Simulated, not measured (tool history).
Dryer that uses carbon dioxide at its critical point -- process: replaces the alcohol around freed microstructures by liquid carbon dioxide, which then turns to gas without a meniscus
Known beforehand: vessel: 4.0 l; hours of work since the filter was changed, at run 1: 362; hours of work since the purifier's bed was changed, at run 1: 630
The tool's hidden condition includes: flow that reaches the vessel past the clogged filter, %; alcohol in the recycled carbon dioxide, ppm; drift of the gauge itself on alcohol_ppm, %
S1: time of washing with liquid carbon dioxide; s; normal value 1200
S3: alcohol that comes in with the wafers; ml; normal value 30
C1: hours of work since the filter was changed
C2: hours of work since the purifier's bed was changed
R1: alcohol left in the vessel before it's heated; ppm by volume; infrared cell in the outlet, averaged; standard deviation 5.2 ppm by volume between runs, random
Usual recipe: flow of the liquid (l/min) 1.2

{"run": 1, "hour": 0.0, "S1": 1200, "flow of the liquid (l/min)": 1.2, "S3": 30, "C1": 362, "C2": 630, "R1": 183}
{"run": 2, "hour": 60.9, "S1": 1200, "flow of the liquid (l/min)": 1.2, "S3": 30, "C1": 387, "C2": 656, "R1": 193}
{"run": 3, "hour": 113.6, "S1": 1200, "flow of the liquid (l/min)": 1.2, "S3": 30, "C1": 409, "C2": 678, "R1": 190}
{"run": 4, "hour": 159.6, "S1": 1200, "flow of the liquid (l/min)": 1.2, "S3": 30, "C1": 429, "C2": 698, "R1": 203}
{"run": 5, "hour": 199.7, "S1": 1200, "flow of the liquid (l/min)": 1.2, "S3": 30, "C1": 446, "C2": 714, "R1": 213}
{"run": 6, "hour": 227.2, "S1": 1200, "flow of the liquid (l/min)": 1.2, "S3": 30, "C1": 457, "C2": 726, "R1": 209}
{"run": 7, "hour": 263.2, "S1": 1200, "flow of the liquid (l/min)": 1.2, "S3": 30, "C1": 472, "C2": 741, "R1": 207}
{"run": 8, "hour": 318.9, "S1": 1200, "flow of the liquid (l/min)": 1.2, "S3": 30, "C1": 496, "C2": 765, "R1": 211}
{"run": 9, "hour": 369.7, "S1": 1200, "flow of the liquid (l/min)": 1.2, "S3": 30, "C1": 517, "C2": 786, "R1": 219}
{"hour": 392.7, "done": "inlet filter changed"}
{"run": 10, "hour": 414.4, "S1": 1200, "flow of the liquid (l/min)": 1.2, "S3": 30, "C1": 9, "C2": 804, "R1": 163}
{"run": 11, "hour": 445.4, "S1": 1200, "flow of the liquid (l/min)": 0.92, "S3": 30, "C1": 22, "C2": 817, "R1": 350}
{"run": 12, "hour": 482.1, "S1": 1140, "flow of the liquid (l/min)": 1.2, "S3": 30, "C1": 38, "C2": 833, "R1": 199}
{"run": 13, "hour": 538.4, "S1": 1140, "flow of the liquid (l/min)": 1.2, "S3": 30, "C1": 61, "C2": 857, "R1": 204}
{"run": 14, "hour": 568.6, "S1": 1140, "flow of the liquid (l/min)": 0.82, "S3": 30, "C1": 74, "C2": 869, "R1": 556}
{"run": 15, "hour": 623.9, "S1": 1140, "flow of the liquid (l/min)": 0.82, "S3": 107, "C1": 97, "C2": 892, "R1": 1751}
{"run": 16, "hour": 676.7, "S1": 1140, "flow of the liquid (l/min)": 0.82, "S3": 107, "C1": 119, "C2": 915, "R1": 1813}
{"run": 17, "hour": 714.4, "S1": 1200, "flow of the liquid (l/min)": 1.52, "S3": 30, "C1": 135, "C2": 931, "R1": 106}
{"run": 18, "hour": 773.6, "S1": 1200, "flow of the liquid (l/min)": 1.52, "S3": 30, "C1": 160, "C2": 955, "R1": 124}
{"run": 19, "hour": 808.8, "S1": 1200, "flow of the liquid (l/min)": 1.2, "S3": 30, "C1": 175, "C2": 970, "R1": 200}
{"run": 20, "hour": 837.6, "S1": 1200, "flow of the liquid (l/min)": 1.2, "S3": 30, "C1": 187, "C2": 982, "R1": 207}
{"run": 21, "hour": 885.7, "S1": 1140, "flow of the liquid (l/min)": 1.2, "S3": 30, "C1": 207, "C2": 1003, "R1": 231}
{"run": 22, "hour": 946.6, "S1": 1140, "flow of the liquid (l/min)": 1.2, "S3": 47, "C1": 233, "C2": 1028, "R1": 318}
{"run": 23, "hour": 996.4, "S1": 1380, "flow of the liquid (l/min)": 1.2, "S3": 30, "C1": 254, "C2": 1049, "R1": 157}
{"run": 24, "hour": 1024.6, "S1": 1200, "flow of the liquid (l/min)": 1.32, "S3": 47, "C1": 266, "C2": 1061, "R1": 215}
{"run": 25, "hour": 1049.0, "S1": 1080, "flow of the liquid (l/min)": 1.6, "S3": 45, "C1": 276, "C2": 1071, "R1": 162}
{"run": 26, "hour": 1078.7, "S1": 900, "flow of the liquid (l/min)": 1.26, "S3": 81, "C1": 289, "C2": 1084, "R1": 859}
{"run": 27, "hour": 1120.2, "S1": 1020, "flow of the liquid (l/min)": 0.78, "S3": 30, "C1": 306, "C2": 1101, "R1": 925}
{"run": 28, "hour": 1147.5, "S1": 780, "flow of the liquid (l/min)": 0.78, "S3": 30, "C1": 318, "C2": 1113, "R1": 1498}
{"run": 29, "hour": 1208.4, "S1": 780, "flow of the liquid (l/min)": 0.78, "S3": 30, "C1": 343, "C2": 1138, "R1": 1423}
{"run": 30, "hour": 1255.0, "S1": 1440, "flow of the liquid (l/min)": 0.78, "S3": 30, "C1": 363, "C2": 1158, "R1": 434}
{"run": 31, "hour": 1298.0, "S1": 1440, "flow of the liquid (l/min)": 0.78, "S3": 30, "C1": 381, "C2": 1176, "R1": 442}
{"run": 32, "hour": 1330.0, "S1": 840, "flow of the liquid (l/min)": 1.04, "S3": 45, "C1": 394, "C2": 1190, "R1": 1057}
{"run": 33, "hour": 1386.6, "S1": 780, "flow of the liquid (l/min)": 0.88, "S3": 44, "C1": 418, "C2": 1213, "R1": 1785}
{"run": 34, "hour": 1434.6, "S1": 780, "flow of the liquid (l/min)": 0.88, "S3": 44, "C1": 438, "C2": 1234, "R1": 1796}
{"run": 35, "hour": 1494.2, "S1": 780, "flow of the liquid (l/min)": 0.88, "S3": 44, "C1": 464, "C2": 1259, "R1": 1793}
{"run": 36, "hour": 1554.2, "S1": 780, "flow of the liquid (l/min)": 0.78, "S3": 41, "C1": 489, "C2": 1284, "R1": 2150}
{"run": 37, "hour": 1601.9, "S1": 900, "flow of the liquid (l/min)": 0.79, "S3": 105, "C1": 509, "C2": 1304, "R1": 3985}
{"hour": 1645.9, "done": "inlet filter changed"}
{"run": 38, "hour": 1662.5, "S1": 1380, "flow of the liquid (l/min)": 1.02, "S3": 26, "C1": 7, "C2": 1329, "R1": 211}
{"run": 39, "hour": 1721.1, "S1": 1380, "flow of the liquid (l/min)": 1.02, "S3": 26, "C1": 32, "C2": 1354, "R1": 220}
{"hour": 1747.5, "done": "purifier's bed changed"}
{"run": 40, "hour": 1779.9, "S1": 1380, "flow of the liquid (l/min)": 1.02, "S3": 26, "C1": 55, "C2": 14, "R1": 98}
{"run": 41, "hour": 1836.6, "S1": 1020, "flow of the liquid (l/min)": 1.11, "S3": 24, "C1": 79, "C2": 38, "R1": 206}
{"run": 42, "hour": 1896.2, "S1": 1200, "flow of the liquid (l/min)": 1.97, "S3": 64, "C1": 104, "C2": 63, "R1": 30}
{"run": 43, "hour": 1945.4, "S1": 1020, "flow of the liquid (l/min)": 1.39, "S3": 64, "C1": 125, "C2": 83, "R1": 237}
{"run": 44, "hour": 1973.8, "S1": 900, "flow of the liquid (l/min)": 1.76, "S3": 64, "C1": 137, "C2": 95, "R1": 142}
{"run": 45, "hour": 2000.7, "S1": 1680, "flow of the liquid (l/min)": 1.95, "S3": 31, "C1": 148, "C2": 107, "R1": 21}
{"run": 46, "hour": 2039.8, "S1": 1680, "flow of the liquid (l/min)": 1.95, "S3": 31, "C1": 164, "C2": 123, "R1": 17}

4 ways to go on from here, each from the tool as it stands after run 46. What would each give?
{"run": "A", "hour": 2097.8, "S1": 1080, "flow of the liquid (l/min)": 0.75, "S3": 21, "C1": 189, "C2": 147, "R1": "?"}
{"run": "B", "hour": 2097.8, "S1": 1260, "flow of the liquid (l/min)": 1.2, "S3": 30, "C1": 189, "C2": 147, "R1": "?"}
{"run": "C", "hour": 2097.8, "S1": 840, "flow of the liquid (l/min)": 1.91, "S3": 20, "C1": 189, "C2": 147, "R1": "?"}
{"run": "D", "hour": 2097.8, "S1": 1620, "flow of the liquid (l/min)": 0.81, "S3": 89, "C1": 189, "C2": 147, "R1": "?"}

run=A R1=529
run=B R1=111
run=C R1=52
run=D R1=507
What these runs would have given with no unlogged condition in the tool:
run=A R1=468
run=B R1=81
run=C R1=30
run=D R1=420
